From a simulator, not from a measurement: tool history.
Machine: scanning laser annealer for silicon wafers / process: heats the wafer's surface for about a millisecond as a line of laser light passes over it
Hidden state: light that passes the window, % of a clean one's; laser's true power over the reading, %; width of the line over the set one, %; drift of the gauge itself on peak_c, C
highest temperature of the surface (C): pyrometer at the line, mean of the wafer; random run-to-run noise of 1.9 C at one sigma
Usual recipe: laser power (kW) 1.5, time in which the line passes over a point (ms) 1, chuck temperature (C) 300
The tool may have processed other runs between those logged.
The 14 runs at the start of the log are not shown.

run    hour  laser power (kW)  time in which the line passes over a point (ms)  chuck temperature (C)  hours of work since the window was cleaned  hours of work since the power meter was calibrated  hours of work since the optics were aligned  highest temperature of the surface (C)
 15   741.4             1.285                                                1                    300                                         220                                                1710                                         1220                                     926
 16   809.4             1.285                                                1                    300                                         251                                                1740                                         1250                                     923
 17   883.1             1.285                                                1                    300                                         284                                                1774                                         1284                                     924
 18   952.1              1.48                                             0.87                    330                                         315                                                1805                                         1315                                    1015
      997.3  -- optics aligned, line set to its width
 19  1001.5             1.308                                             0.87                    330                                         335                                                1825                                            2                                     929
 20  1044.1             1.301                                                1                    306                                         354                                                1844                                           21                                     945
 21  1091.7             1.301                                                1                    306                                         376                                                1866                                           43                                     945
 22  1153.9             1.301                                             1.18                    294                                         404                                                1894                                           71                                     986
     1160.8  -- window over the wafer cleaned
 23  1207.8             1.334                                             1.09                    315                                          21                                                1917                                           94                                    1019
 24    1292               1.5                                             1.02                    267                                          59                                                1955                                          132                                    1047
 25  1374.9             1.557                                             1.06                    270                                          97                                                1993                                          170                                    1104
 26  1446.8               1.5                                             0.75                    300                                         129                                                2025                                          202                                     964
 27  1492.8               1.5                                             0.75                    300                                         150                                                2046                                          223                                     960
 28  1563.3               1.5                                             0.75                    300                                         182                                                2078                                          255                                     960
 29  1615.4             1.458                                             0.81                    313                                         205                                                2101                                          278                                     973
 30    1696             1.458                                             0.81                    313                                         242                                                2138                                          315                                     970
 31  1763.9               1.5                                             0.77                    333                                         272                                                2168                                          345                                     996
 32  1849.1             1.557                                             0.71                    308                                         311                                                2207                                          384                                     975

Branching from run 32: 3 alternative next runs. What would each branch give?
  A  1914.5             1.369                                              0.8                    265                                         340                                                2236                                          413                                       ?
  B  1914.5              1.39                                             1.06                    280                                         340                                                2236                                          413                                       ?
  C  1914.5             1.557                                             0.78                    308                                         340                                                2236                                          413                                       ?

run  highest temperature of the surface (C)
  A                                     869
  B                                     985
  C                                    1000
Take away the tool's hidden state, keep each run's random variation, and the runs would have read:
run  highest temperature of the surface (C)
  A                                     909
  B                                    1032
  C                                    1046
